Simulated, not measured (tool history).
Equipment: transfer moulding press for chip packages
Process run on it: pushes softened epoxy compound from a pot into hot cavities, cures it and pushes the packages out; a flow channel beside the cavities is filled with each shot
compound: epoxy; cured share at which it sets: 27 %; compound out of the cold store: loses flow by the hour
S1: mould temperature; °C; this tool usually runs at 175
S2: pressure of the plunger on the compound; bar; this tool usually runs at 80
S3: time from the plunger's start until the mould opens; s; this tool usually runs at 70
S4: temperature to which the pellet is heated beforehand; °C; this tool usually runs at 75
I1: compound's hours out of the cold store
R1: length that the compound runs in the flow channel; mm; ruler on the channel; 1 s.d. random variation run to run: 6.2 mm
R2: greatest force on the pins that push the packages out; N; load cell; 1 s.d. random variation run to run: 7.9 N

run     day   S1    S2   S3  S4    I1   R1    R2
  1       0  175    80   70  75  34.1  833   486
      0.225  -- cavities cleaned with cleaning compound and waxed
  2   0.838  175    80   70  75  14.4  915   419
  3   1.425  175    80   70  75  14.1  924   466
  4   1.842  175    80   70  75  19.2  896   484
  5   2.438  175    80   51  75  45.5  778  1104
  6   2.979  175    80   51  75  26.5  858  1198
      3.188  -- cavities cleaned with cleaning compound and waxed
  7   3.712  175    80   51  75  28.9  845   899
  8   4.133  175    80   70  75  47.9  757   382
  9   4.862  175    80   70  75  29.5  832   464
 10   5.367  175    80   70  75  26.2  848   478
      6.096  -- cavities cleaned with cleaning compound and waxed
 11   6.117  175    80   81  75  33.7  804   236
 12   6.788  175    80  103  75  34.9  812   240
 13   7.708  175    80   70  75  19.9  867   480
 14    8.65  175    80   70  75  43.3  755   480
      9.042  -- cavities cleaned with cleaning compound and waxed
 15   9.571  175  74.7   98  74  14.1  864   239
 16    10.1  175  97.7  101  67  25.6  923   268
 17    10.6  175  97.7  101  67    13  997   296
 18  11.138  175  83.6  101  67  23.2  859   305
     11.954  -- cavities cleaned with cleaning compound and waxed
 19  12.008  175    80   70  82    10  902   342
 20    12.7  175    80   70  82  32.4  799   381
 21  13.142  175    80   70  82  41.2  749   412
 22  13.867  177  64.2   69  71  20.2  754   457
 23  14.471  175    80   50  74  33.3  793  1224
     14.783  -- plunger's sealing rings changed
     15.008  -- cavities cleaned with cleaning compound and waxed
 24  15.333  175    80   50  74    21  888   934
 25  15.967  175  69.2  108  74  22.7  829   257
 26  16.742  175  85.5  108  74  32.2  857   294
     17.421  -- mould's thermocouples calibrated
 27  17.762  177  85.5   74  74  46.9  769   361
     18.021  -- cavities cleaned with cleaning compound and waxed
 28  18.671  177  61.9   52  81  31.1  724   779

Each row is a separate what-if for the run after 28, all from the same tool condition, not one after another. Results?
  A  19.475  177  61.9  52  70  42.1   ?   ?
  B  19.475  167  61.9  64  70    23   ?   ?
  C  19.475  175  69.6  67  75  10.1   ?   ?

run   R1    R2
  A  680   876
  B  793  1105
  C  871   555
The same runs, with their run-to-run variation unchanged, on a tool lacking any hidden condition would have given:
run   R1   R2
  A  691  626
  B  807  789
  C  886  391

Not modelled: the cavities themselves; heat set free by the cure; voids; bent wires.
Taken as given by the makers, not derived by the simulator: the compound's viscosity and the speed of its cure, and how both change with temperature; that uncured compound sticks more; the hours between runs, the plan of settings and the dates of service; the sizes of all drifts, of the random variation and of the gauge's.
